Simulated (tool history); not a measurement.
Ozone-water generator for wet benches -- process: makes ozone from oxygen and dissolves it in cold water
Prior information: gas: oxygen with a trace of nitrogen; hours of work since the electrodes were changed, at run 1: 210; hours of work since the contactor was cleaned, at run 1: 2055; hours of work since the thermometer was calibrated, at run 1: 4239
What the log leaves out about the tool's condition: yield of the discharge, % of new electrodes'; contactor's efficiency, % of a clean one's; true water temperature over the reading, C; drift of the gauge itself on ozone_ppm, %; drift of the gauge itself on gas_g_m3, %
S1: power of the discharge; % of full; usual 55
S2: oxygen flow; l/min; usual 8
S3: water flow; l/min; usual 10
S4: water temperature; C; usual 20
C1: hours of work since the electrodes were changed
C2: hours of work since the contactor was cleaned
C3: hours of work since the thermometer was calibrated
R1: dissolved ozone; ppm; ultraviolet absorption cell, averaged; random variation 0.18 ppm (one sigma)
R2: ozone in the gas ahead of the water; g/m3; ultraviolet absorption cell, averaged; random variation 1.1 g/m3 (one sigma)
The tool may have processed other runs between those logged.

{"run": 1, "hour": 0.0, "S1": 55, "S2": 8, "S3": 10, "S4": 20, "C1": 210, "C2": 2055, "C3": 4239, "R1": 22.5, "R2": 194.1}
{"run": 2, "hour": 32.7, "S1": 55, "S2": 8, "S3": 10, "S4": 20, "C1": 238, "C2": 2083, "C3": 4268, "R1": 22.6, "R2": 193}
{"run": 3, "hour": 62.0, "S1": 55, "S2": 8, "S3": 10, "S4": 20, "C1": 263, "C2": 2108, "C3": 4293, "R1": 22.4, "R2": 192.5}
{"run": 4, "hour": 92.2, "S1": 65, "S2": 8, "S3": 10, "S4": 20, "C1": 289, "C2": 2134, "C3": 4319, "R1": 26, "R2": 219.7}
{"run": 5, "hour": 116.0, "S1": 55, "S2": 8, "S3": 10, "S4": 20, "C1": 309, "C2": 2154, "C3": 4339, "R1": 22.9, "R2": 193.7}
{"run": 6, "hour": 142.8, "S1": 55, "S2": 8, "S3": 10, "S4": 20, "C1": 332, "C2": 2177, "C3": 4362, "R1": 22.8, "R2": 191.6}
{"run": 7, "hour": 191.0, "S1": 55, "S2": 8, "S3": 10, "S4": 20, "C1": 373, "C2": 2219, "C3": 4403, "R1": 22.3, "R2": 191.9}
{"run": 8, "hour": 226.4, "S1": 55, "S2": 8, "S3": 10, "S4": 20, "C1": 404, "C2": 2249, "C3": 4434, "R1": 22.6, "R2": 195.4}
{"run": 9, "hour": 274.5, "S1": 55, "S2": 8, "S3": 10, "S4": 20, "C1": 445, "C2": 2290, "C3": 4475, "R1": 22.3, "R2": 192.6}
{"run": 10, "hour": 322.0, "S1": 55, "S2": 8, "S3": 10, "S4": 20, "C1": 486, "C2": 2331, "C3": 4516, "R1": 22.5, "R2": 192.1}
{"run": 11, "hour": 358.8, "S1": 55, "S2": 8, "S3": 10, "S4": 18, "C1": 518, "C2": 2363, "C3": 4547, "R1": 23.8, "R2": 188.8}
{"hour": 365.6, "done": "contactor cleaned"}
{"run": 12, "hour": 392.5, "S1": 81, "S2": 8, "S3": 10, "S4": 20, "C1": 543, "C2": 23, "C3": 4573, "R1": 29.2, "R2": 255.8}
{"run": 13, "hour": 414.8, "S1": 67, "S2": 10.62, "S3": 9, "S4": 25, "C1": 562, "C2": 42, "C3": 4592, "R1": 22, "R2": 197.8}
{"run": 14, "hour": 455.7, "S1": 67, "S2": 10.62, "S3": 10, "S4": 19, "C1": 597, "C2": 77, "C3": 4627, "R1": 24.2, "R2": 196.4}
{"run": 15, "hour": 477.6, "S1": 67, "S2": 10.62, "S3": 10, "S4": 19, "C1": 616, "C2": 96, "C3": 4646, "R1": 24.7, "R2": 196.9}
{"run": 16, "hour": 524.5, "S1": 55, "S2": 6.31, "S3": 10, "S4": 28, "C1": 656, "C2": 136, "C3": 4686, "R1": 18.5, "R2": 212.1}
{"hour": 555.3, "done": "contactor cleaned, once more"}
{"run": 17, "hour": 559.7, "S1": 55, "S2": 8, "S3": 12, "S4": 16, "C1": 683, "C2": 4, "C3": 4713, "R1": 23.4, "R2": 192.2}
{"run": 18, "hour": 583.3, "S1": 55, "S2": 13.53, "S3": 10, "S4": 18, "C1": 703, "C2": 24, "C3": 4733, "R1": 22.2, "R2": 152.6}
{"run": 19, "hour": 605.6, "S1": 55, "S2": 13.53, "S3": 10, "S4": 18, "C1": 722, "C2": 43, "C3": 4752, "R1": 22.5, "R2": 151.5}

Below are 3 alternative next runs, each starting from the tool's condition after run 19. Predict each:
{"hour": 611.8, "done": "water thermometer calibrated"}
{"run": "A", "hour": 651.0, "S1": 55, "S2": 6.12, "S3": 7, "S4": 20, "C1": 761, "C2": 82, "C3": 34, "R1": "?", "R2": "?"}
{"hour": 611.8, "done": "water thermometer calibrated"}
{"run": "B", "hour": 651.0, "S1": 94, "S2": 5.77, "S3": 7, "S4": 18, "C1": 761, "C2": 82, "C3": 34, "R1": "?", "R2": "?"}
{"hour": 611.8, "done": "water thermometer calibrated"}
{"run": "C", "hour": 651.0, "S1": 73, "S2": 10.48, "S3": 10, "S4": 27, "C1": 761, "C2": 82, "C3": 34, "R1": "?", "R2": "?"}

run=A R1=30 R2=214.5
run=B R1=47.7 R2=332.2
run=C R1=23.7 R2=212.2
The same runs, with their run-to-run variation unchanged, on a tool lacking any hidden condition would have given:
run=A R1=30.9 R2=218.8
run=B R1=49.6 R2=342.3
run=C R1=24.5 R2=217.6

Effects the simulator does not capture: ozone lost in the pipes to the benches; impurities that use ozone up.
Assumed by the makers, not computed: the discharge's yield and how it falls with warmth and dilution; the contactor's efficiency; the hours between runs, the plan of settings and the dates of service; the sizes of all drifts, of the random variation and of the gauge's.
